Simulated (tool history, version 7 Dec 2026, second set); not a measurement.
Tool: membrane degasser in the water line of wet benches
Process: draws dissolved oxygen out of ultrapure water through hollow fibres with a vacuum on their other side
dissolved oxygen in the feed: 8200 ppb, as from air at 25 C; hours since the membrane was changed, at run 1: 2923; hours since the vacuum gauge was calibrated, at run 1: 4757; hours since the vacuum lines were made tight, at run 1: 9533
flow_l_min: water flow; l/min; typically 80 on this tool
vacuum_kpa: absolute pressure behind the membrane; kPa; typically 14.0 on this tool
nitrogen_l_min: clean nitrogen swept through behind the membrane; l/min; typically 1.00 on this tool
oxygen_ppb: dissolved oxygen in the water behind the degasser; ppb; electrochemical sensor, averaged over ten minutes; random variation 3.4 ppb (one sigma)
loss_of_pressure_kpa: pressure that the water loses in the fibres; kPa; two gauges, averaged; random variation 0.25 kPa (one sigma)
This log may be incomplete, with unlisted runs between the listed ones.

run	day	flow_l_min	vacuum_kpa	nitrogen_l_min	hours since the membrane was changed	hours since the vacuum gauge was calibrated	hours since the vacuum lines were made tight	oxygen_ppb	loss_of_pressure_kpa
1	0.000	80	14.0	1.00	2923	4757	9533	1313.7	68.31
2	2.738	80	14.0	1.00	2989	4823	9598	1316.8	68.08
3	5.225	80	14.0	1.00	3049	4883	9658	1313.8	68.46
4	7.296	80	14.0	1.00	3098	4932	9708	1322.2	67.97
5	9.604	80	14.0	1.00	3154	4988	9763	1312.5	68.02
6	10.900	80	14.0	1.00	3185	5019	9794	1318.6	68.66
7	13.642	73	14.0	1.00	3251	5085	9860	1235.7	62.26
8	15.708	73	14.0	1.00	3300	5134	9910	1234.2	62.88
9	17.746	73	14.0	1.00	3349	5183	9958	1239.8	62.56
10	19.567	68	14.0	1.00	3393	5227	10002	1170.2	58.60
11	22.154	110	14.0	1.00	3455	5289	10064	1654.7	94.31
12	23.550	80	14.0	1.00	3488	5322	10098	1318.8	68.62
13	26.483	80	14.0	1.00	3559	5393	10168	1322.2	68.97
# day 28.762: vacuum gauge calibrated
14	28.762	80	19.8	1.00	3613	0	10222	1864.6	68.75
15	31.788	80	19.8	1.00	3686	73	10295	1881.5	68.57
16	34.838	80	14.0	1.00	3759	146	10368	1303.4	68.62
17	37.571	79	14.9	1.00	3824	211	10434	1389.7	68.08
18	40.367	79	14.9	1.00	3891	278	10501	1388.6	67.68
19	42.175	79	16.1	1.00	3935	322	10544	1509.9	67.72
20	45.175	60	14.0	1.65	4007	394	10616	753.9	51.32
21	47.867	110	24.1	1.98	4071	458	10681	1883.9	94.90
22	50.762	110	24.1	1.98	4141	528	10750	1891.8	94.43
23	52.846	57	19.7	1.82	4191	578	10800	978.8	48.93
24	54.892	72	13.4	0.51	4240	627	10849	1675.5	61.95
25	57.867	67	14.0	0.49	4312	698	10921	1726.3	57.97
26	60.258	65	20.3	2.32	4369	756	10978	945.3	56.17
27	62.875	65	20.3	2.32	4432	819	11041	935.7	56.00
28	65.850	67	15.4	0.60	4503	890	11112	1728.9	57.69
29	68.554	49	15.4	2.08	4568	955	11177	593.2	42.49
30	71.142	49	24.2	2.81	4630	1017	11240	771.1	42.21
31	73.767	80	14.6	1.15	4693	1080	11302	1258.8	69.34

Each row is a separate what-if for the run after 31, all from the same tool condition, not one after another. Results?
A	75.171	61	26.3	1.66	4727	1114	11336	?	?
B	75.171	65	18.2	1.15	4727	1114	11336	?	?
C	75.171	80	10.1	1.15	4727	1114	11336	?	?

run	oxygen_ppb	loss_of_pressure_kpa
A	1478.3	52.40
B	1374.2	56.00
C	813.6	69.16
With the hidden condition removed and each run's random variation left untouched, the same runs would have given:
run	oxygen_ppb	loss_of_pressure_kpa
A	1473.3	50.85
B	1376.8	54.35
C	815.0	67.13
